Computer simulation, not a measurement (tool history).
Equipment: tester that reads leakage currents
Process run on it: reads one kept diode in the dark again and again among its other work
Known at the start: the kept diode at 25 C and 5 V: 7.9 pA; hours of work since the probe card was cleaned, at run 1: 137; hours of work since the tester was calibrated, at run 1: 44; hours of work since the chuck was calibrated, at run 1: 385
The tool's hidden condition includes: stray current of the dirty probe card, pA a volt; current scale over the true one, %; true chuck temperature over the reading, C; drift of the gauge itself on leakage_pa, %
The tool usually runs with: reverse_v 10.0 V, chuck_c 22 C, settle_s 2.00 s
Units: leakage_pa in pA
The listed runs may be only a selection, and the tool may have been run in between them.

| run | day | reverse_v | chuck_c | settle_s | hours of work since the probe card was cleaned | hours of work since the tester was calibrated | hours of work since the chuck was calibrated | leakage_pa |
|---|---|---|---|---|---|---|---|---|
| 1 | 0.000 | 10.0 | 22 | 2.00 | 137 | 44 | 385 | 10.79 |
| 2 | 0.971 | 11.5 | 22 | 2.00 | 153 | 60 | 402 | 11.80 |
| 3 | 2.854 | 11.5 | 22 | 2.00 | 185 | 92 | 434 | 12.11 |
| 4 | 4.000 | 11.5 | 22 | 2.00 | 205 | 112 | 453 | 12.21 |
| 5 | 5.375 | 10.0 | 40 | 2.00 | 228 | 135 | 477 | 35.65 |
| 6 | 7.129 | 10.0 | 40 | 2.00 | 258 | 165 | 507 | 35.36 |
| 7 | 8.242 | 10.0 | 22 | 2.00 | 277 | 184 | 526 | 11.80 |
| 8 | 9.871 | 10.0 | 22 | 2.00 | 305 | 212 | 553 | 11.96 |
| 9 | 11.021 | 10.0 | 22 | 2.00 | 324 | 232 | 573 | 12.14 |
| 10 | 12.442 | 14.3 | 24 | 8.34 | 349 | 256 | 597 | 15.42 |
| 11 | 13.942 | 1.0 | 24 | 0.56 | 374 | 281 | 623 | 4.21 |
| 12 | 15.471 | 1.0 | 24 | 0.56 | 400 | 307 | 649 | 4.27 |

Predict the results of run 13:
| 13 | 17.275 | 1.0 | 24 | 0.56 | 431 | 338 | 679 | ? |

Run 13 gave leakage_pa 4.31 pA.
Take away the tool's hidden state, keep the run-to-run variation as it was, and the same run would have given leakage_pa 4.26 pA.
